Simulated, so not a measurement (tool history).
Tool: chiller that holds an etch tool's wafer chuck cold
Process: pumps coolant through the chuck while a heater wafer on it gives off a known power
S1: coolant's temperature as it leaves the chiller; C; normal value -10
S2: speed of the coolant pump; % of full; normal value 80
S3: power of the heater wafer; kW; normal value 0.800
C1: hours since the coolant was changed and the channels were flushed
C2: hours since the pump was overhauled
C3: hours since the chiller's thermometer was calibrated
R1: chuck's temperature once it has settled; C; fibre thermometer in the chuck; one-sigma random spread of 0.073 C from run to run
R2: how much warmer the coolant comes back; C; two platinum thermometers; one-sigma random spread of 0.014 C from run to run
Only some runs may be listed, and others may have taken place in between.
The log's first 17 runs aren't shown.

{"run": 18, "hour": 1653.8, "S1": -13, "S2": 75, "S3": 0.501, "C1": 6193, "C2": 3511, "C3": 152, "R1": -8.79, "R2": 1.51}
{"run": 19, "hour": 1725.2, "S1": -19, "S2": 66, "S3": 0.474, "C1": 6265, "C2": 3582, "C3": 224, "R1": -14.8, "R2": 1.64}
{"run": 20, "hour": 1834.3, "S1": -19, "S2": 66, "S3": 0.474, "C1": 6374, "C2": 3691, "C3": 333, "R1": -14.68, "R2": 1.65}
{"run": 21, "hour": 1966.0, "S1": -19, "S2": 76, "S3": 0.761, "C1": 6505, "C2": 3823, "C3": 464, "R1": -12.61, "R2": 2.28}
{"run": 22, "hour": 2057.2, "S1": -8, "S2": 75, "S3": 1.083, "C1": 6597, "C2": 3914, "C3": 556, "R1": 1.08, "R2": 3.27}
{"run": 23, "hour": 2176.1, "S1": -6, "S2": 80, "S3": 1.083, "C1": 6716, "C2": 4033, "C3": 675, "R1": 2.84, "R2": 3.09}
{"run": 24, "hour": 2261.0, "S1": -19, "S2": 81, "S3": 0.411, "C1": 6801, "C2": 4118, "C3": 759, "R1": -15.55, "R2": 1.17}
{"run": 25, "hour": 2358.8, "S1": -19, "S2": 81, "S3": 0.411, "C1": 6898, "C2": 4216, "C3": 857, "R1": -15.63, "R2": 1.17}
{"run": 26, "hour": 2498.8, "S1": -19, "S2": 81, "S3": 0.411, "C1": 7038, "C2": 4356, "C3": 997, "R1": -15.58, "R2": 1.17}
{"run": 27, "hour": 2619.1, "S1": -16, "S2": 75, "S3": 0.925, "C1": 7159, "C2": 4476, "C3": 1118, "R1": -7.93, "R2": 2.82}
{"run": 28, "hour": 2699.4, "S1": -16, "S2": 75, "S3": 1.035, "C1": 7239, "C2": 4556, "C3": 1198, "R1": -7.05, "R2": 3.16}
{"run": 29, "hour": 2803.5, "S1": -2, "S2": 75, "S3": 1.035, "C1": 7343, "C2": 4660, "C3": 1302, "R1": 6.81, "R2": 3.17}
{"hour": 2866.3, "done": "coolant changed, channels flushed"}
{"run": 30, "hour": 2927.2, "S1": -2, "S2": 75, "S3": 1.035, "C1": 61, "C2": 4778, "C3": 1420, "R1": 6.04, "R2": 3.16}
{"run": 31, "hour": 3029.2, "S1": -2, "S2": 75, "S3": 1.035, "C1": 163, "C2": 4880, "C3": 1522, "R1": 6.12, "R2": 3.18}

Branching from run 31: 5 alternative next runs. What would each branch give?
{"run": "A", "hour": 3139.2, "S1": -12, "S2": 87, "S3": 0.8, "C1": 273, "C2": 4990, "C3": 1632, "R1": "?", "R2": "?"}
{"run": "B", "hour": 3139.2, "S1": -10, "S2": 79, "S3": 1.106, "C1": 273, "C2": 4990, "C3": 1632, "R1": "?", "R2": "?"}
{"run": "C", "hour": 3139.2, "S1": -15, "S2": 80, "S3": 0.469, "C1": 273, "C2": 4990, "C3": 1632, "R1": "?", "R2": "?"}
{"run": "D", "hour": 3139.2, "S1": -2, "S2": 90, "S3": 0.625, "C1": 273, "C2": 4990, "C3": 1632, "R1": "?", "R2": "?"}
{"run": "E", "hour": 3139.2, "S1": -8, "S2": 80, "S3": 0.8, "C1": 273, "C2": 4990, "C3": 1632, "R1": "?", "R2": "?"}

run=A R1=-6.21 R2=2.13
run=B R1=-1.35 R2=3.24
run=C R1=-11.42 R2=1.35
run=D R1=2.56 R2=1.62
run=E R1=-1.87 R2=2.31
Had the tool no hidden state, the same runs would have come out as:
run=A R1=-6.50 R2=2.03
run=B R1=-1.73 R2=3.09
run=C R1=-11.63 R2=1.29
run=D R1=2.32 R2=1.54
run=E R1=-2.17 R2=2.20

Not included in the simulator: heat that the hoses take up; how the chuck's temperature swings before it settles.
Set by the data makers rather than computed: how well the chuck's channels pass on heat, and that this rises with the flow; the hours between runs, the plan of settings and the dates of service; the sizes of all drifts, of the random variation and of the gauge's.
